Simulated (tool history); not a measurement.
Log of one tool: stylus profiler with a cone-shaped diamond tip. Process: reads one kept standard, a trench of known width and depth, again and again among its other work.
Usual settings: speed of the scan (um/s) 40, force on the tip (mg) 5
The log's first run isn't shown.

run     day  speed of the scan (um/s)  force on the tip (mg)  scans with this tip  hours of work since the height scale was calibrated  depth of the trench (angstrom)  width of the trench's floor (µm)
  2   2.558                        40                      5                 7534                                                   29                          1020.9                             47.94
  3   5.292                        40                  12.02                 7733                                                   57                          1037.3                             47.95
  4   6.679                        40                   3.21                 7834                                                   71                          1015.2                             47.95
  5   9.404                        40                   3.21                 8032                                                   99                          1015.6                             47.88
  6  11.025                        40                   3.21                 8150                                                  116                          1015.3                             47.89
  7  13.204                        40                   3.21                 8309                                                  138                          1015.3                             47.93
  8  16.075                        40                   3.21                 8518                                                  168                          1015.3                             47.91
  9  17.704                        40                      5                 8637                                                  184                          1021.1                             47.88
 10  19.888                        40                      5                 8796                                                  207                          1020.8                             47.89
 11  21.783                        40                      5                 8934                                                  226                          1021.1                             47.89
 12  24.304                        40                   2.57                 9118                                                  252                          1013.2                             47.96
 13  26.092                        24                      5                 9248                                                  270                          1020.6                             47.99
 14  28.675                        89                      5                 9436                                                  297                          1020.7                             47.75
 15  30.296                        53                      5                 9554                                                  314                          1020.9                             47.91
 16  33.233                        18                  13.48                 9768                                                  344                          1040.1                             47.92

The next listed run, before its measurement:
 17  34.629                        40                   4.46                 9870                                                  358                               ?                                 ?

{"run 17": {"depth of the trench (angstrom)": 1019, "width of the trench's floor (µm)": 47.89}}
Without the tool's hidden state the same run would have given depth of the trench (angstrom) 1019, width of the trench's floor (µm) 47.9.

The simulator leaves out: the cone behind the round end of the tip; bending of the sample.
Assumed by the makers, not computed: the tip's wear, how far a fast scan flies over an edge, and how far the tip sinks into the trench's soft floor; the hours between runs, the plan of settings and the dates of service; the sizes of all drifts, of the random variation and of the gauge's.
